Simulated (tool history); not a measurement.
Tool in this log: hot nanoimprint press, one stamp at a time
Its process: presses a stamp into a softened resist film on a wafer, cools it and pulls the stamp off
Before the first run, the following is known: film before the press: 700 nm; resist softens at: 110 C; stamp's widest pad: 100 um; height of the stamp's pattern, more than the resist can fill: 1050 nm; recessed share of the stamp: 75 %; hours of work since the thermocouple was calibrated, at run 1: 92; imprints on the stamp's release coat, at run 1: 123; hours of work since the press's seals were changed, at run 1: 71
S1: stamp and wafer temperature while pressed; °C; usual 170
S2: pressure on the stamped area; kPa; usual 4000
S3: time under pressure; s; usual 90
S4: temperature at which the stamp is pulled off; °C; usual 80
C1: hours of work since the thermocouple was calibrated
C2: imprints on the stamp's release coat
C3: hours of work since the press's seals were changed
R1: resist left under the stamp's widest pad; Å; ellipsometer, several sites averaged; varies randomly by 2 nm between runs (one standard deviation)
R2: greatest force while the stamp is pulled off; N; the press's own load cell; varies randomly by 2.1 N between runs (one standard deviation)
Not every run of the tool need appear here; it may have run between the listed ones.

{"run": 1, "hour": 0.0, "S1": 170, "S2": 4000, "S3": 90, "S4": 80, "C1": 92, "C2": 123, "C3": 71, "R1": 3063, "R2": 213}
{"run": 2, "hour": 6.5, "S1": 175, "S2": 4000, "S3": 90, "S4": 80, "C1": 97, "C2": 140, "C3": 75, "R1": 2615, "R2": 213}
{"run": 3, "hour": 16.6, "S1": 170, "S2": 4000, "S3": 90, "S4": 80, "C1": 104, "C2": 167, "C3": 83, "R1": 3063, "R2": 214}
{"run": 4, "hour": 23.4, "S1": 170, "S2": 4000, "S3": 90, "S4": 78, "C1": 109, "C2": 184, "C3": 87, "R1": 3129, "R2": 225}
{"run": 5, "hour": 28.0, "S1": 170, "S2": 4000, "S3": 90, "S4": 78, "C1": 112, "C2": 196, "C3": 91, "R1": 3108, "R2": 221}
{"run": 6, "hour": 37.3, "S1": 170, "S2": 4000, "S3": 90, "S4": 78, "C1": 119, "C2": 220, "C3": 97, "R1": 3157, "R2": 220}
{"run": 7, "hour": 43.6, "S1": 170, "S2": 4000, "S3": 90, "S4": 78, "C1": 123, "C2": 236, "C3": 102, "R1": 3121, "R2": 222}
{"run": 8, "hour": 49.9, "S1": 170, "S2": 4000, "S3": 90, "S4": 83, "C1": 128, "C2": 253, "C3": 106, "R1": 3107, "R2": 204}
{"run": 9, "hour": 60.3, "S1": 170, "S2": 4000, "S3": 90, "S4": 80, "C1": 135, "C2": 280, "C3": 113, "R1": 3073, "R2": 222}
{"run": 10, "hour": 66.1, "S1": 170, "S2": 4000, "S3": 90, "S4": 80, "C1": 139, "C2": 295, "C3": 117, "R1": 3099, "R2": 217}
{"hour": 69.8, "done": "plate thermocouple calibrated"}
{"run": 11, "hour": 75.4, "S1": 180, "S2": 4000, "S3": 90, "S4": 79, "C1": 4, "C2": 311, "C3": 122, "R1": 2227, "R2": 220}
{"run": 12, "hour": 83.2, "S1": 180, "S2": 4000, "S3": 90, "S4": 79, "C1": 9, "C2": 331, "C3": 127, "R1": 2230, "R2": 222}
{"run": 13, "hour": 92.9, "S1": 174, "S2": 4000, "S3": 96, "S4": 79, "C1": 16, "C2": 356, "C3": 134, "R1": 2610, "R2": 214}
{"run": 14, "hour": 103.7, "S1": 170, "S2": 2440, "S3": 148, "S4": 80, "C1": 24, "C2": 384, "C3": 142, "R1": 3375, "R2": 221}
{"run": 15, "hour": 109.3, "S1": 170, "S2": 2440, "S3": 148, "S4": 80, "C1": 28, "C2": 399, "C3": 146, "R1": 3392, "R2": 215}
{"run": 16, "hour": 116.7, "S1": 170, "S2": 3740, "S3": 90, "S4": 74, "C1": 33, "C2": 418, "C3": 151, "R1": 3178, "R2": 241}
{"run": 17, "hour": 121.7, "S1": 161, "S2": 4240, "S3": 60, "S4": 78, "C1": 37, "C2": 431, "C3": 155, "R1": 4581, "R2": 225}
{"hour": 127.2, "done": "plate thermocouple calibrated, once more"}
{"run": 18, "hour": 136.1, "S1": 161, "S2": 4240, "S3": 60, "S4": 78, "C1": 6, "C2": 460, "C3": 163, "R1": 4719, "R2": 230}
{"run": 19, "hour": 142.7, "S1": 180, "S2": 2450, "S3": 70, "S4": 84, "C1": 11, "C2": 478, "C3": 167, "R1": 3240, "R2": 212}

Some steps in R1, run to run, broken into two amounts with sign: the step expected even without the hidden condition (settings, incoming material, random variation), and the rest, left for the hidden condition together with whatever gauge scatter is not in both the measured and the hidden-condition-free result:
The hidden state here: true temperature over the reading, C; pressure that arrives at the usual setting, %; grip of the stamp's worn release coat, % over a new coat's; drift of the gauge itself on residual_nm, %; drift of the gauge itself on pull_off_n, %.
Run 17 -> 18: plate thermocouple calibrated, once more. R1 +138 Å: hidden state +160, all else -22.
Run 18 -> 19: S1 161 -> 180, S2 4240 -> 2450, S3 60 -> 70, S4 78 -> 84. R1 -1479 Å: hidden state -12, all else -1467.
